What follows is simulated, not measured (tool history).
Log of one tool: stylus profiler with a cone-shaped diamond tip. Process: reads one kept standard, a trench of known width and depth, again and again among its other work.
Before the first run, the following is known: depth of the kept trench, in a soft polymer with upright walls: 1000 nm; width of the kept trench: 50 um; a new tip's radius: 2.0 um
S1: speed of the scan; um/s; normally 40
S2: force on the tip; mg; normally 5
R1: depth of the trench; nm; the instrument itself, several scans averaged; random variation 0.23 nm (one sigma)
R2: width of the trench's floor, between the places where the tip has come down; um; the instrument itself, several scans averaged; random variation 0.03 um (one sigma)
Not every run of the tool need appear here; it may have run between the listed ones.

run 1 hour=0 | S1=40 S2=5 | R1=1020.34 R2=46.35
run 2 hour=93.9 | S1=40 S2=5 | R1=1020.32 R2=46.35
run 3 hour=149.2 | S1=40 S2=5 | R1=1020.29 R2=46.38
run 4 hour=193.7 | S1=40 S2=4.79 | R1=1019.39 R2=46.34
run 5 hour=263.2 | S1=40 S2=4.79 | R1=1019.32 R2=46.38
run 6 hour=340.1 | S1=40 S2=4.79 | R1=1019.33 R2=46.36
run 7 hour=410.7 | S1=89 S2=6.98 | R1=1025.26 R2=46.19
run 8 hour=486.3 | S1=69 S2=2.96 | R1=1014.21 R2=46.13
run 9 hour=565.9 | S1=69 S2=2.96 | R1=1014.63 R2=46.14
run 10 hour=645.8 | S1=116 S2=5 | R1=1020.67 R2=46.08
run 11 hour=691.8 | S1=61 S2=3.21 | R1=1015.22 R2=46.18
run 12 hour=734.1 | S1=61 S2=3.21 | R1=1015.06 R2=46.2

5 options for the next run, each taken on its own from the tool as it stands now. Forecast them:
run A hour=824.6 | S1=138 S2=6.14 | R1=? R2=?
run B hour=824.6 | S1=13 S2=5 | R1=? R2=?
run C hour=824.6 | S1=29 S2=1.92 | R1=? R2=?
run D hour=824.6 | S1=92 S2=5.64 | R1=? R2=?
run E hour=824.6 | S1=18 S2=9.49 | R1=? R2=?

run=A R1=1023.41 R2=46.04
run=B R1=1020.17 R2=46.47
run=C R1=1010.47 R2=46.25
run=D R1=1022.4 R2=46.15
run=E R1=1030.96 R2=46.46
The same runs, with their run-to-run variation unchanged, on a tool lacking any hidden condition would have given:
run=A R1=1023.38 R2=46.06
run=B R1=1020.13 R2=46.49
run=C R1=1010.43 R2=46.28
run=D R1=1022.36 R2=46.18
run=E R1=1030.92 R2=46.48
